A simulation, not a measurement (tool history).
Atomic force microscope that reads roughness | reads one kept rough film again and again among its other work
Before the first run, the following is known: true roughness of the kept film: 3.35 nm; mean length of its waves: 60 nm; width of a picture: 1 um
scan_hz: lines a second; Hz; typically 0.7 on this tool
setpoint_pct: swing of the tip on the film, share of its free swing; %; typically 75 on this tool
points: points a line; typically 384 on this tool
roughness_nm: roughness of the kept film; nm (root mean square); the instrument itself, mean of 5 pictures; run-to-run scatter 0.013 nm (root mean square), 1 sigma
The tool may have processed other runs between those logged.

Run 1, hour 0: usual settings. Result: roughness_nm 3.147 nm (root mean square).
Run 2, hour 47.7: usual settings. Result: roughness_nm 3.057 nm (root mean square).
Run 3, hour 84.7: usual settings but scan_hz 1.661 Hz. Result: roughness_nm 2.956 nm (root mean square).
Run 4, hour 123.7: usual settings but points 282. Result: roughness_nm 2.993 nm (root mean square).
At hour 166.4: new tip fitted.
Run 5, hour 190: usual settings but points 282. Result: roughness_nm 3.14 nm (root mean square).
Run 6, hour 255.3: usual settings but points 282. Result: roughness_nm 3.069 nm (root mean square).
Run 7, hour 305.9: usual settings but setpoint_pct 73 %. Result: roughness_nm 3.016 nm (root mean square).
Run 8, hour 356.4: usual settings but setpoint_pct 73 %. Result: roughness_nm 2.959 nm (root mean square).
At hour 360.7: new tip fitted.
Run 9, hour 403.7: usual settings but setpoint_pct 73 %. Result: roughness_nm 3.143 nm (root mean square).
Run 10, hour 452.1: usual settings. Result: roughness_nm 3.064 nm (root mean square).
Run 11, hour 493.8: usual settings but setpoint_pct 70 %. Result: roughness_nm 3.028 nm (root mean square).
Run 12, hour 523.1: usual settings but setpoint_pct 70 %. Result: roughness_nm 2.998 nm (root mean square).
Run 13, hour 550.7: usual settings. Result: roughness_nm 2.944 nm (root mean square).
At hour 556.7: new tip fitted.
At hour 557.7: height scale calibrated on a step standard.
Run 14, hour 581.2: usual settings. Result: roughness_nm 3.166 nm (root mean square).
Run 15, hour 644.2: usual settings. Result: roughness_nm 3.11 nm (root mean square).
Run 16, hour 690.6: usual settings. Result: roughness_nm 3.015 nm (root mean square).
Run 17, hour 722.1: usual settings. Result: roughness_nm 2.967 nm (root mean square).
At hour 753.2: new tip fitted.
Run 18, hour 754.5: usual settings but setpoint_pct 60 %. Result: roughness_nm 3.252 nm (root mean square).
Run 19, hour 804.3: usual settings but setpoint_pct 60 %. Result: roughness_nm 3.203 nm (root mean square).
Run 20, hour 848.2: usual settings but setpoint_pct 60 %. Result: roughness_nm 3.126 nm (root mean square).
Run 21, hour 903: usual settings but scan_hz 3.724 Hz. Result: roughness_nm 2.781 nm (root mean square).
At hour 947.6: new tip fitted.
At hour 952.7: height scale calibrated on a step standard, once more.
Run 22, hour 960.6: usual settings but scan_hz 3.724 Hz. Result: roughness_nm 2.878 nm (root mean square).
Run 23, hour 1024.3: usual settings but points 620. Result: roughness_nm 3.074 nm (root mean square).
Run 24, hour 1060.9: usual settings but points 620. Result: roughness_nm 3.05 nm (root mean square).
Run 25, hour 1124.1: usual settings but points 305. Result: roughness_nm 2.95 nm (root mean square).
At hour 1144.8: new tip fitted.
Run 26, hour 1191.6: usual settings but scan_hz 0.599 Hz, points 305. Result: roughness_nm 3.135 nm (root mean square).
Run 27, hour 1226.2: usual settings but scan_hz 0.671 Hz, setpoint_pct 61 %. Result: roughness_nm 3.098 nm (root mean square).
Run 28, hour 1269.4: usual settings but scan_hz 2.554 Hz, setpoint_pct 67 %, points 292. Result: roughness_nm 2.936 nm (root mean square).
Run 29, hour 1334.8: usual settings but scan_hz 2.554 Hz, setpoint_pct 71 %, points 292. Result: roughness_nm 2.818 nm (root mean square).
At hour 1340.1: new tip fitted.
Run 30, hour 1371.6: usual settings but scan_hz 1.379 Hz. Result: roughness_nm 3.093 nm (root mean square).
Run 31, hour 1428: usual settings but setpoint_pct 88 %, points 567. Result: roughness_nm 3.024 nm (root mean square).
Run 32, hour 1472: usual settings but setpoint_pct 88 %, points 567. Result: roughness_nm 2.946 nm (root mean square).
Run 33, hour 1511.9: usual settings but scan_hz 2.73 Hz, setpoint_pct 57 %, points 481. Result: roughness_nm 2.946 nm (root mean square).
At hour 1537.9: new tip fitted.
Run 34, hour 1544.4: usual settings but scan_hz 0.826 Hz, setpoint_pct 72 %, points 327. Result: roughness_nm 3.189 nm (root mean square).
Run 35, hour 1595.9: usual settings but scan_hz 0.922 Hz, setpoint_pct 72 %, points 756. Result: roughness_nm 3.124 nm (root mean square).
Run 36, hour 1649.6: usual settings but scan_hz 3.387 Hz, setpoint_pct 66 %, points 301. Result: roughness_nm 2.924 nm (root mean square).
Run 37, hour 1712.1: usual settings but scan_hz 3.387 Hz, setpoint_pct 66 %, points 301. Result: roughness_nm 2.841 nm (root mean square).
At hour 1732.5: new tip fitted.
Run 38, hour 1748.3: usual settings but scan_hz 1.369 Hz, setpoint_pct 67 %. Result: roughness_nm 3.139 nm (root mean square).
Run 39, hour 1806.9: usual settings but setpoint_pct 78 %. Result: roughness_nm 3.067 nm (root mean square).

Alternative continuations, all from the tool just after run 39; predict every row:
Run A, hour 1850.8: usual settings but setpoint_pct 73 %. Result: roughness_nm ?.
Run B, hour 1850.8: usual settings but scan_hz 3.435 Hz, setpoint_pct 56 %, points 988. Result: roughness_nm ?.
Run C, hour 1850.8: usual settings but scan_hz 0.968 Hz, setpoint_pct 82 %, points 323. Result: roughness_nm ?.
Run D, hour 1850.8: usual settings but setpoint_pct 69 %, points 294. Result: roughness_nm ?.

run  roughness_nm
  A         3.032
  B         3.015
  C         2.995
  D         3.043
The same runs, with their run-to-run variation unchanged, on a tool lacking any hidden condition would have given:
run  roughness_nm
  A         3.191
  B         3.172
  C         3.151
  D         3.201
